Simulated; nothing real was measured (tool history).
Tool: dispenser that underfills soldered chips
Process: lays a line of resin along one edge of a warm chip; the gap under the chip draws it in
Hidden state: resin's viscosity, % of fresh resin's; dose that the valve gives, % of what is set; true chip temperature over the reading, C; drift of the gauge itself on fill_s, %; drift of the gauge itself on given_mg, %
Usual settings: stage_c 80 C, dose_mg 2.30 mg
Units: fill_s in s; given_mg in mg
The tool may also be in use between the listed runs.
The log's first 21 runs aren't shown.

run   hour  stage_c  dose_mg  hours of work since the syringe was changed  hours of work since the valve was cleaned  hours of work since the stage was calibrated  fill_s  given_mg
     194.7  -- new syringe of resin
     203.9  -- new syringe of resin
 22  203.9       75     2.75                                            0                                         90                                           169    34.2      2.56
     213.9  -- new syringe of resin
 23  217.2       68     2.13                                            2                                         98                                           177    52.9      1.97
     221.2  -- dispensing valve cleaned and set on the balance
     225.3  -- new syringe of resin
 24  231.9       80     2.30                                            4                                          6                                           186    39.4      2.29
     234.8  -- new syringe of resin
 25  242.5       93     2.39                                            5                                         13                                           192    27.4      2.37
     244.6  -- new syringe of resin
 26  250.1       74     2.04                                            3                                         17                                           196    46.8      2.01
     254.3  -- new syringe of resin
 27  258.3       75     2.25                                            2                                         22                                           201    41.9      2.21
     263.8  -- new syringe of resin
 28  270.3       75     2.27                                            4                                         29                                           208    47.1      2.23
     273.2  -- new syringe of resin
 29  278.6       86     2.29                                            3                                         34                                           213    29.9      2.27
     283.1  -- new syringe of resin
 30  284.9       92     2.95                                            1                                         38                                           217    21.6      2.88
 31  291.9       86     2.72                                            5                                         42                                           221    36.5      2.67
     293.3  -- new syringe of resin
 32  301.5       94     2.75                                            5                                         48                                           227    26.8      2.71
     302.7  -- new syringe of resin
     312.7  -- new syringe of resin
 33  312.9       80     2.12                                            0                                         54                                           233    30.3      2.03

Forecast each of these 5 alternatives for the next run:
     322.8  -- new syringe of resin
  A  326.6       80     2.83                                            2                                         63                                           242       ?         ?
     322.8  -- new syringe of resin
  B  326.6       84     2.99                                            2                                         63                                           242       ?         ?
     322.8  -- new syringe of resin
  C  326.6       65     2.79                                            2                                         63                                           242       ?         ?
     322.8  -- new syringe of resin
  D  326.6       75     2.77                                            2                                         63                                           242       ?         ?
     322.8  -- new syringe of resin
  E  326.6       85     2.21                                            2                                         63                                           242       ?         ?

run  fill_s  given_mg
  A    34.8      2.70
  B    30.4      2.88
  C    59.2      2.66
  D    41.0      2.66
  E    30.3      2.10
Without the tool's hidden state the same runs would have given:
run  fill_s  given_mg
  A    28.1      2.82
  B    24.6      3.01
  C    47.7      2.78
  D    33.1      2.78
  E    24.4      2.20
